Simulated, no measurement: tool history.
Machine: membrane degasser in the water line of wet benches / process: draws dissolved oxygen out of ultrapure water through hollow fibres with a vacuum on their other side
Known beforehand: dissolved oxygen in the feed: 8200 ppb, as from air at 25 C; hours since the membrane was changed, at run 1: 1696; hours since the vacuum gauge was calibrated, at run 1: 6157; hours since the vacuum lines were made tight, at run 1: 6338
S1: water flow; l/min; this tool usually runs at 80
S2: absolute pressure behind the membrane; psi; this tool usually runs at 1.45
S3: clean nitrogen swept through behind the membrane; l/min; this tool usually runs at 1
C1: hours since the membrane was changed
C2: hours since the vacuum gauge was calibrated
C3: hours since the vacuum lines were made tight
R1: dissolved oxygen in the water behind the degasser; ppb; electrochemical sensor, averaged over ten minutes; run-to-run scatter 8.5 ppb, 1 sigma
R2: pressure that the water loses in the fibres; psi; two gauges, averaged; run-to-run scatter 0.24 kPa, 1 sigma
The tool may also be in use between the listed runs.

{"run": 1, "hour": 0.0, "S1": 80, "S2": 1.45, "S3": 1, "C1": 1696, "C2": 6157, "C3": 6338, "R1": 910, "R2": 9.329}
{"run": 2, "hour": 46.1, "S1": 80, "S2": 1.45, "S3": 1, "C1": 1742, "C2": 6203, "C3": 6384, "R1": 909.2, "R2": 9.259}
{"run": 3, "hour": 113.5, "S1": 102, "S2": 1.45, "S3": 1, "C1": 1809, "C2": 6270, "C3": 6451, "R1": 1094.9, "R2": 11.883}
{"run": 4, "hour": 169.5, "S1": 102, "S2": 1.45, "S3": 1, "C1": 1865, "C2": 6326, "C3": 6507, "R1": 1084.9, "R2": 11.9}
{"run": 5, "hour": 203.9, "S1": 102, "S2": 1.45, "S3": 1, "C1": 1900, "C2": 6361, "C3": 6542, "R1": 1087, "R2": 11.89}
{"run": 6, "hour": 259.2, "S1": 80, "S2": 1.45, "S3": 1, "C1": 1955, "C2": 6416, "C3": 6597, "R1": 917.4, "R2": 9.369}
{"run": 7, "hour": 317.9, "S1": 80, "S2": 1.45, "S3": 1, "C1": 2014, "C2": 6475, "C3": 6656, "R1": 918.4, "R2": 9.327}
{"run": 8, "hour": 377.0, "S1": 80, "S2": 1.45, "S3": 1, "C1": 2073, "C2": 6534, "C3": 6715, "R1": 897.6, "R2": 9.298}
{"run": 9, "hour": 417.6, "S1": 80, "S2": 1.45, "S3": 1, "C1": 2113, "C2": 6574, "C3": 6755, "R1": 908.7, "R2": 9.351}
{"run": 10, "hour": 474.5, "S1": 66, "S2": 1.45, "S3": 1, "C1": 2170, "C2": 6631, "C3": 6812, "R1": 769.8, "R2": 7.71}
{"hour": 502.5, "done": "seals of the vacuum lines changed"}
{"run": 11, "hour": 515.0, "S1": 80, "S2": 1.45, "S3": 0.89, "C1": 2209, "C2": 6670, "C3": 12, "R1": 980.4, "R2": 9.359}
{"run": 12, "hour": 551.5, "S1": 80, "S2": 1.45, "S3": 1, "C1": 2245, "C2": 6706, "C3": 49, "R1": 916.1, "R2": 9.355}
{"run": 13, "hour": 612.3, "S1": 80, "S2": 1.45, "S3": 1, "C1": 2306, "C2": 6767, "C3": 110, "R1": 912.1, "R2": 9.327}
{"run": 14, "hour": 644.9, "S1": 52, "S2": 1.1, "S3": 1, "C1": 2339, "C2": 6800, "C3": 142, "R1": 430, "R2": 6.05}
{"run": 15, "hour": 712.0, "S1": 55, "S2": 3.03, "S3": 0.86, "C1": 2406, "C2": 6867, "C3": 209, "R1": 1686.2, "R2": 6.415}
{"run": 16, "hour": 755.3, "S1": 72, "S2": 0.94, "S3": 0.67, "C1": 2449, "C2": 6910, "C3": 253, "R1": 563.5, "R2": 8.367}
{"run": 17, "hour": 793.7, "S1": 64, "S2": 1.44, "S3": 0.67, "C1": 2487, "C2": 6948, "C3": 291, "R1": 968.7, "R2": 7.459}
{"run": 18, "hour": 838.4, "S1": 113, "S2": 2.18, "S3": 0.67, "C1": 2532, "C2": 6993, "C3": 336, "R1": 2166.9, "R2": 13.191}
{"run": 19, "hour": 904.6, "S1": 87, "S2": 1.86, "S3": 1, "C1": 2598, "C2": 7059, "C3": 402, "R1": 1297.1, "R2": 10.205}
{"hour": 919.1, "done": "vacuum gauge calibrated"}
{"run": 20, "hour": 950.1, "S1": 87, "S2": 1.86, "S3": 1, "C1": 2643, "C2": 31, "C3": 447, "R1": 1304.5, "R2": 10.196}
{"run": 21, "hour": 1013.2, "S1": 87, "S2": 1.86, "S3": 2.65, "C1": 2706, "C2": 94, "C3": 510, "R1": 701.2, "R2": 10.235}
{"run": 22, "hour": 1041.2, "S1": 87, "S2": 1.86, "S3": 2.65, "C1": 2734, "C2": 122, "C3": 538, "R1": 697.7, "R2": 10.154}
{"run": 23, "hour": 1070.2, "S1": 87, "S2": 1.86, "S3": 2.65, "C1": 2763, "C2": 151, "C3": 567, "R1": 691.2, "R2": 10.132}
{"run": 24, "hour": 1127.9, "S1": 87, "S2": 1.86, "S3": 2.65, "C1": 2821, "C2": 209, "C3": 625, "R1": 690.3, "R2": 10.142}
{"run": 25, "hour": 1180.4, "S1": 125, "S2": 1.45, "S3": 1.11, "C1": 2874, "C2": 261, "C3": 677, "R1": 1234.4, "R2": 14.549}

Alternative continuations, all from the tool just after run 25; predict every row:
{"run": "A", "hour": 1231.0, "S1": 109, "S2": 2.02, "S3": 2.09, "C1": 2924, "C2": 312, "C3": 728, "R1": "?", "R2": "?"}
{"run": "B", "hour": 1231.0, "S1": 105, "S2": 2.52, "S3": 1, "C1": 2924, "C2": 312, "C3": 728, "R1": "?", "R2": "?"}
{"run": "C", "hour": 1231.0, "S1": 66, "S2": 2.45, "S3": 2.09, "C1": 2924, "C2": 312, "C3": 728, "R1": "?", "R2": "?"}
{"run": "D", "hour": 1231.0, "S1": 49, "S2": 2.15, "S3": 1.24, "C1": 2924, "C2": 312, "C3": 728, "R1": "?", "R2": "?"}

run=A R1=1094.9 R2=12.726
run=B R1=2020.7 R2=12.298
run=C R1=861.3 R2=7.704
run=D R1=858.2 R2=5.694
The same runs, with their run-to-run variation unchanged, on a tool lacking any hidden condition would have given:
run=A R1=1094.7 R2=12.721
run=B R1=2020.6 R2=12.293
run=C R1=861.3 R2=7.702
run=D R1=858.2 R2=5.691

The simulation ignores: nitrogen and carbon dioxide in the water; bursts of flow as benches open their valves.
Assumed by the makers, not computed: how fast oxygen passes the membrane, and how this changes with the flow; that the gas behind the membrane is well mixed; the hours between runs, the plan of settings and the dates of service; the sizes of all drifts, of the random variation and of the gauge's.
